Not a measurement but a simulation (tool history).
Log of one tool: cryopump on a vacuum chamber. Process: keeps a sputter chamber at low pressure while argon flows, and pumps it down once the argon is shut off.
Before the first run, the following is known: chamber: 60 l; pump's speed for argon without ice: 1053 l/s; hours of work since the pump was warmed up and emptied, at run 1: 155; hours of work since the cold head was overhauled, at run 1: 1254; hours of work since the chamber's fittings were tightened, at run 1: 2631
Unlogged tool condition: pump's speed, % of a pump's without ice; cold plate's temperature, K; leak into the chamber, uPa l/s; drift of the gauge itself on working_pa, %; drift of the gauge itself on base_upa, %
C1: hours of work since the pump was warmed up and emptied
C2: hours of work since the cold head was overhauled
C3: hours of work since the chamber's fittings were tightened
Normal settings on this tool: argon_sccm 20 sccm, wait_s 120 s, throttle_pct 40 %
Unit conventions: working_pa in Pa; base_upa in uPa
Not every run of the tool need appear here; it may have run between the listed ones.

{"run": 1, "hour": 0.0, "argon_sccm": 20, "wait_s": 120, "throttle_pct": 40, "C1": 155, "C2": 1254, "C3": 2631, "working_pa": 0.0829, "base_upa": 2.31}
{"hour": 6.4, "done": "leaking fittings of the chamber tightened, without venting"}
{"run": 2, "hour": 54.1, "argon_sccm": 20, "wait_s": 120, "throttle_pct": 40, "C1": 196, "C2": 1294, "C3": 37, "working_pa": 0.0832, "base_upa": 1.51}
{"run": 3, "hour": 100.9, "argon_sccm": 20, "wait_s": 120, "throttle_pct": 40, "C1": 233, "C2": 1331, "C3": 74, "working_pa": 0.0827, "base_upa": 1.49}
{"run": 4, "hour": 132.1, "argon_sccm": 20, "wait_s": 120, "throttle_pct": 40, "C1": 257, "C2": 1355, "C3": 98, "working_pa": 0.0824, "base_upa": 1.54}
{"run": 5, "hour": 157.9, "argon_sccm": 20, "wait_s": 120, "throttle_pct": 40, "C1": 277, "C2": 1375, "C3": 118, "working_pa": 0.0841, "base_upa": 1.52}
{"run": 6, "hour": 211.2, "argon_sccm": 20, "wait_s": 120, "throttle_pct": 40, "C1": 319, "C2": 1417, "C3": 160, "working_pa": 0.0837, "base_upa": 1.55}
{"run": 7, "hour": 245.8, "argon_sccm": 20, "wait_s": 120, "throttle_pct": 40, "C1": 346, "C2": 1444, "C3": 187, "working_pa": 0.0846, "base_upa": 1.54}
{"run": 8, "hour": 277.9, "argon_sccm": 20, "wait_s": 120, "throttle_pct": 40, "C1": 371, "C2": 1469, "C3": 212, "working_pa": 0.0838, "base_upa": 1.58}
{"run": 9, "hour": 336.4, "argon_sccm": 20, "wait_s": 120, "throttle_pct": 40, "C1": 417, "C2": 1515, "C3": 258, "working_pa": 0.0847, "base_upa": 1.55}
{"run": 10, "hour": 375.4, "argon_sccm": 20, "wait_s": 120, "throttle_pct": 40, "C1": 447, "C2": 1545, "C3": 288, "working_pa": 0.0855, "base_upa": 1.61}
{"run": 11, "hour": 410.2, "argon_sccm": 20, "wait_s": 120, "throttle_pct": 40, "C1": 474, "C2": 1572, "C3": 315, "working_pa": 0.0845, "base_upa": 1.62}
{"run": 12, "hour": 447.3, "argon_sccm": 20, "wait_s": 33, "throttle_pct": 40, "C1": 503, "C2": 1601, "C3": 344, "working_pa": 0.0861, "base_upa": 4.58}
{"run": 13, "hour": 493.8, "argon_sccm": 20, "wait_s": 33, "throttle_pct": 40, "C1": 539, "C2": 1638, "C3": 381, "working_pa": 0.0865, "base_upa": 4.5}
{"run": 14, "hour": 536.4, "argon_sccm": 20, "wait_s": 29, "throttle_pct": 40, "C1": 573, "C2": 1671, "C3": 414, "working_pa": 0.0864, "base_upa": 5.2}
{"run": 15, "hour": 568.1, "argon_sccm": 20, "wait_s": 29, "throttle_pct": 40, "C1": 597, "C2": 1696, "C3": 439, "working_pa": 0.0875, "base_upa": 5.18}
{"run": 16, "hour": 625.4, "argon_sccm": 20, "wait_s": 29, "throttle_pct": 40, "C1": 642, "C2": 1740, "C3": 483, "working_pa": 0.0869, "base_upa": 5.3}
{"run": 17, "hour": 663.3, "argon_sccm": 20, "wait_s": 29, "throttle_pct": 40, "C1": 672, "C2": 1770, "C3": 513, "working_pa": 0.0876, "base_upa": 5.36}
{"run": 18, "hour": 690.2, "argon_sccm": 10, "wait_s": 39, "throttle_pct": 40, "C1": 693, "C2": 1791, "C3": 534, "working_pa": 0.0447, "base_upa": 4.14}
{"run": 19, "hour": 742.9, "argon_sccm": 33, "wait_s": 59, "throttle_pct": 59, "C1": 734, "C2": 1832, "C3": 575, "working_pa": 0.1033, "base_upa": 2.93}
{"run": 20, "hour": 783.6, "argon_sccm": 15, "wait_s": 137, "throttle_pct": 45, "C1": 766, "C2": 1864, "C3": 607, "working_pa": 0.0602, "base_upa": 1.54}
{"run": 21, "hour": 838.4, "argon_sccm": 30, "wait_s": 191, "throttle_pct": 50, "C1": 809, "C2": 1907, "C3": 650, "working_pa": 0.1084, "base_upa": 1.33}
{"run": 22, "hour": 873.7, "argon_sccm": 12, "wait_s": 63, "throttle_pct": 40, "C1": 836, "C2": 1934, "C3": 677, "working_pa": 0.0538, "base_upa": 2.77}
{"run": 23, "hour": 930.5, "argon_sccm": 9, "wait_s": 68, "throttle_pct": 41, "C1": 880, "C2": 1979, "C3": 722, "working_pa": 0.0385, "base_upa": 2.72}
{"run": 24, "hour": 977.0, "argon_sccm": 21, "wait_s": 120, "throttle_pct": 32, "C1": 917, "C2": 2015, "C3": 758, "working_pa": 0.1156, "base_upa": 1.74}
{"run": 25, "hour": 1024.0, "argon_sccm": 21, "wait_s": 120, "throttle_pct": 33, "C1": 954, "C2": 2052, "C3": 795, "working_pa": 0.1132, "base_upa": 1.85}
{"run": 26, "hour": 1064.0, "argon_sccm": 16, "wait_s": 49, "throttle_pct": 30, "C1": 985, "C2": 2083, "C3": 826, "working_pa": 0.0943, "base_upa": 3.5}
{"run": 27, "hour": 1117.6, "argon_sccm": 20, "wait_s": 91, "throttle_pct": 42, "C1": 1027, "C2": 2125, "C3": 868, "working_pa": 0.0875, "base_upa": 2.32}
{"run": 28, "hour": 1151.7, "argon_sccm": 10, "wait_s": 120, "throttle_pct": 22, "C1": 1053, "C2": 2151, "C3": 894, "working_pa": 0.0793, "base_upa": 1.92}
{"hour": 1178.7, "done": "pump warmed up, emptied and cooled again"}
{"run": 29, "hour": 1181.1, "argon_sccm": 13, "wait_s": 80, "throttle_pct": 41, "C1": 2, "C2": 2170, "C3": 913, "working_pa": 0.052, "base_upa": 2.33}
{"run": 30, "hour": 1208.6, "argon_sccm": 13, "wait_s": 80, "throttle_pct": 41, "C1": 23, "C2": 2192, "C3": 935, "working_pa": 0.052, "base_upa": 2.29}
{"run": 31, "hour": 1239.5, "argon_sccm": 13, "wait_s": 80, "throttle_pct": 41, "C1": 47, "C2": 2216, "C3": 959, "working_pa": 0.0516, "base_upa": 2.38}
{"run": 32, "hour": 1286.6, "argon_sccm": 13, "wait_s": 80, "throttle_pct": 41, "C1": 84, "C2": 2253, "C3": 996, "working_pa": 0.0516, "base_upa": 2.34}
{"run": 33, "hour": 1327.5, "argon_sccm": 17, "wait_s": 43, "throttle_pct": 36, "C1": 116, "C2": 2285, "C3": 1028, "working_pa": 0.078, "base_upa": 3.83}

5 options for the next run, each taken on its own from the tool as it stands now. Forecast them:
{"run": "A", "hour": 1364.6, "argon_sccm": 13, "wait_s": 120, "throttle_pct": 58, "C1": 145, "C2": 2314, "C3": 1057, "working_pa": "?", "base_upa": "?"}
{"run": "B", "hour": 1364.6, "argon_sccm": 11, "wait_s": 35, "throttle_pct": 34, "C1": 145, "C2": 2314, "C3": 1057, "working_pa": "?", "base_upa": "?"}
{"run": "C", "hour": 1364.6, "argon_sccm": 11, "wait_s": 21, "throttle_pct": 33, "C1": 145, "C2": 2314, "C3": 1057, "working_pa": "?", "base_upa": "?"}
{"run": "D", "hour": 1364.6, "argon_sccm": 25, "wait_s": 30, "throttle_pct": 40, "C1": 145, "C2": 2314, "C3": 1057, "working_pa": "?", "base_upa": "?"}
{"run": "E", "hour": 1364.6, "argon_sccm": 17, "wait_s": 48, "throttle_pct": 19, "C1": 145, "C2": 2314, "C3": 1057, "working_pa": "?", "base_upa": "?"}

run=A working_pa=0.0374 base_upa=1.8
run=B working_pa=0.052 base_upa=4.67
run=C working_pa=0.0549 base_upa=7.17
run=D working_pa=0.1048 base_upa=5.17
run=E working_pa=0.1459 base_upa=3.46
The same runs, with their run-to-run variation unchanged, on a tool lacking any hidden condition would have given:
run=A working_pa=0.0356 base_upa=1.42
run=B working_pa=0.0505 base_upa=4.28
run=C working_pa=0.0534 base_upa=6.79
run=D working_pa=0.1014 base_upa=4.79
run=E working_pa=0.1435 base_upa=3.09
